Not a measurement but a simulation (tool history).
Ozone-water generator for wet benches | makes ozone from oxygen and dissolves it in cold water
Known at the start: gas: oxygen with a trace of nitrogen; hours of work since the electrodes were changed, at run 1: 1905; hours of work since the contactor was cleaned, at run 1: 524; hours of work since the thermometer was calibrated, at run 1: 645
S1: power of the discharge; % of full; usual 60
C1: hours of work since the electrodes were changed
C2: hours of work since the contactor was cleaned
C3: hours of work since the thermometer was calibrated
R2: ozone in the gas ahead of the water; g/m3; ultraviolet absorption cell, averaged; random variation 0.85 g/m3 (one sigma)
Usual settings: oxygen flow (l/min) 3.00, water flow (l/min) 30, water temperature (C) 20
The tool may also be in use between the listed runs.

run 1 hour=0.0 | S1=60 oxygen_flow_(l/min)=3.00 water_flow_(l/min)=30 water_temperature_(C)=20 | C1=1905 C2=524 C3=645 | dissolved_ozone_(ppm)=7.1 R2=135.7
run 2 hour=39.6 | S1=60 oxygen_flow_(l/min)=3.00 water_flow_(l/min)=30 water_temperature_(C)=20 | C1=1938 C2=557 C3=678 | dissolved_ozone_(ppm)=7.2 R2=136.7
run 3 hour=86.5 | S1=60 oxygen_flow_(l/min)=3.00 water_flow_(l/min)=30 water_temperature_(C)=20 | C1=1977 C2=596 C3=717 | dissolved_ozone_(ppm)=7.2 R2=136.2
run 4 hour=131.8 | S1=60 oxygen_flow_(l/min)=3.00 water_flow_(l/min)=30 water_temperature_(C)=20 | C1=2014 C2=633 C3=754 | dissolved_ozone_(ppm)=7.1 R2=134.7
run 5 hour=181.3 | S1=60 oxygen_flow_(l/min)=3.00 water_flow_(l/min)=30 water_temperature_(C)=20 | C1=2055 C2=674 C3=795 | dissolved_ozone_(ppm)=7.0 R2=136.1
run 6 hour=221.2 | S1=60 oxygen_flow_(l/min)=3.00 water_flow_(l/min)=30 water_temperature_(C)=20 | C1=2088 C2=707 C3=828 | dissolved_ozone_(ppm)=7.1 R2=137.9
run 7 hour=264.1 | S1=60 oxygen_flow_(l/min)=3.00 water_flow_(l/min)=30 water_temperature_(C)=20 | C1=2123 C2=742 C3=863 | dissolved_ozone_(ppm)=7.0 R2=136.5
run 8 hour=336.1 | S1=60 oxygen_flow_(l/min)=3.00 water_flow_(l/min)=30 water_temperature_(C)=20 | C1=2183 C2=802 C3=923 | dissolved_ozone_(ppm)=7.0 R2=137.6
run 9 hour=374.3 | S1=60 oxygen_flow_(l/min)=3.00 water_flow_(l/min)=30 water_temperature_(C)=16 | C1=2214 C2=833 C3=954 | dissolved_ozone_(ppm)=7.1 R2=136.2
run 10 hour=436.7 | S1=60 oxygen_flow_(l/min)=1.56 water_flow_(l/min)=30 water_temperature_(C)=20 | C1=2266 C2=885 C3=1006 | dissolved_ozone_(ppm)=5.4 R2=178.9
run 11 hour=517.2 | S1=60 oxygen_flow_(l/min)=1.56 water_flow_(l/min)=30 water_temperature_(C)=20 | C1=2332 C2=951 C3=1072 | dissolved_ozone_(ppm)=5.6 R2=179.3
run 12 hour=578.9 | S1=60 oxygen_flow_(l/min)=1.56 water_flow_(l/min)=44 water_temperature_(C)=20 | C1=2383 C2=1002 C3=1123 | dissolved_ozone_(ppm)=3.8 R2=177.0
run 13 hour=621.4 | S1=60 oxygen_flow_(l/min)=1.56 water_flow_(l/min)=44 water_temperature_(C)=20 | C1=2418 C2=1037 C3=1158 | dissolved_ozone_(ppm)=3.5 R2=178.0
run 14 hour=691.1 | S1=60 oxygen_flow_(l/min)=1.56 water_flow_(l/min)=44 water_temperature_(C)=20 | C1=2476 C2=1095 C3=1216 | dissolved_ozone_(ppm)=3.7 R2=178.8
run 15 hour=748.3 | S1=60 oxygen_flow_(l/min)=1.56 water_flow_(l/min)=44 water_temperature_(C)=20 | C1=2523 C2=1142 C3=1263 | dissolved_ozone_(ppm)=3.5 R2=178.6
run 16 hour=816.4 | S1=60 oxygen_flow_(l/min)=3.00 water_flow_(l/min)=30 water_temperature_(C)=20 | C1=2579 C2=1198 C3=1319 | dissolved_ozone_(ppm)=7.1 R2=136.0
run 17 hour=884.1 | S1=60 oxygen_flow_(l/min)=3.00 water_flow_(l/min)=30 water_temperature_(C)=20 | C1=2635 C2=1254 C3=1375 | dissolved_ozone_(ppm)=7.1 R2=136.7
run 18 hour=952.9 | S1=60 oxygen_flow_(l/min)=3.00 water_flow_(l/min)=30 water_temperature_(C)=20 | C1=2692 C2=1311 C3=1432 | dissolved_ozone_(ppm)=7.1 R2=136.2
run 19 hour=1003.5 | S1=60 oxygen_flow_(l/min)=3.00 water_flow_(l/min)=19 water_temperature_(C)=28 | C1=2734 C2=1353 C3=1474 | dissolved_ozone_(ppm)=9.5 R2=136.1
run 20 hour=1039.2 | S1=48 oxygen_flow_(l/min)=2.42 water_flow_(l/min)=19 water_temperature_(C)=28 | C1=2763 C2=1382 C3=1503 | dissolved_ozone_(ppm)=8.1 R2=129.1
run 21 hour=1097.8 | S1=84 oxygen_flow_(l/min)=2.42 water_flow_(l/min)=19 water_temperature_(C)=22 | C1=2812 C2=1431 C3=1552 | dissolved_ozone_(ppm)=12.1 R2=182.6
run 22 hour=1135.3 | S1=84 oxygen_flow_(l/min)=2.42 water_flow_(l/min)=19 water_temperature_(C)=22 | C1=2843 C2=1462 C3=1583 | dissolved_ozone_(ppm)=12.3 R2=181.5
run 23 hour=1206.0 | S1=63 oxygen_flow_(l/min)=2.42 water_flow_(l/min)=19 water_temperature_(C)=22 | C1=2901 C2=1520 C3=1641 | dissolved_ozone_(ppm)=10.2 R2=154.0
run 24 hour=1274.1 | S1=60 oxygen_flow_(l/min)=5.08 water_flow_(l/min)=30 water_temperature_(C)=20 | C1=2957 C2=1576 C3=1697 | dissolved_ozone_(ppm)=8.2 R2=109.4
run 25 hour=1351.0 | S1=60 oxygen_flow_(l/min)=4.99 water_flow_(l/min)=21 water_temperature_(C)=15 | C1=3021 C2=1640 C3=1761 | dissolved_ozone_(ppm)=11.7 R2=109.4
run 26 hour=1391.1 | S1=80 oxygen_flow_(l/min)=1.77 water_flow_(l/min)=20 water_temperature_(C)=21 | C1=3054 C2=1673 C3=1794 | dissolved_ozone_(ppm)=10.3 R2=202.8
run 27 hour=1445.5 | S1=80 oxygen_flow_(l/min)=1.77 water_flow_(l/min)=20 water_temperature_(C)=21 | C1=3099 C2=1718 C3=1839 | dissolved_ozone_(ppm)=10.2 R2=202.3
run 28 hour=1482.1 | S1=80 oxygen_flow_(l/min)=1.77 water_flow_(l/min)=20 water_temperature_(C)=21 | C1=3129 C2=1748 C3=1869 | dissolved_ozone_(ppm)=10.4 R2=200.2
run 29 hour=1557.3 | S1=81 oxygen_flow_(l/min)=2.39 water_flow_(l/min)=27 water_temperature_(C)=12 | C1=3191 C2=1810 C3=1931 | dissolved_ozone_(ppm)=9.1 R2=180.0
run 30 hour=1632.3 | S1=56 oxygen_flow_(l/min)=3.31 water_flow_(l/min)=30 water_temperature_(C)=27 | C1=3253 C2=1872 C3=1993 | dissolved_ozone_(ppm)=6.7 R2=126.5
run 31 hour=1685.7 | S1=60 oxygen_flow_(l/min)=4.92 water_flow_(l/min)=23 water_temperature_(C)=20 | C1=3297 C2=1916 C3=2037 | dissolved_ozone_(ppm)=10.1 R2=110.9
run 32 hour=1736.9 | S1=60 oxygen_flow_(l/min)=4.92 water_flow_(l/min)=23 water_temperature_(C)=20 | C1=3339 C2=1959 C3=2080 | dissolved_ozone_(ppm)=10.1 R2=112.3
run 33 hour=1813.2 | S1=60 oxygen_flow_(l/min)=4.92 water_flow_(l/min)=23 water_temperature_(C)=20 | C1=3403 C2=2022 C3=2143 | dissolved_ozone_(ppm)=10.2 R2=111.0

3 ways to go on from here, each from the tool as it stands after run 33. What would each give?
run A hour=1892.4 | S1=51 oxygen_flow_(l/min)=3.00 water_flow_(l/min)=19 water_temperature_(C)=20 | C1=3468 C2=2087 C3=2208 | dissolved_ozone_(ppm)=? R2=?
run B hour=1892.4 | S1=60 oxygen_flow_(l/min)=4.08 water_flow_(l/min)=30 water_temperature_(C)=20 | C1=3468 C2=2087 C3=2208 | dissolved_ozone_(ppm)=? R2=?
run C hour=1892.4 | S1=60 oxygen_flow_(l/min)=4.92 water_flow_(l/min)=23 water_temperature_(C)=25 | C1=3468 C2=2087 C3=2208 | dissolved_ozone_(ppm)=? R2=?

run=A dissolved_ozone_(ppm)=9.6 R2=123.7
run=B dissolved_ozone_(ppm)=7.8 R2=119.9
run=C dissolved_ozone_(ppm)=9.3 R2=111.7
Without the tool's hidden state the same runs would have given:
run=A dissolved_ozone_(ppm)=9.6 R2=123.7
run=B dissolved_ozone_(ppm)=7.9 R2=120.0
run=C dissolved_ozone_(ppm)=9.3 R2=111.8
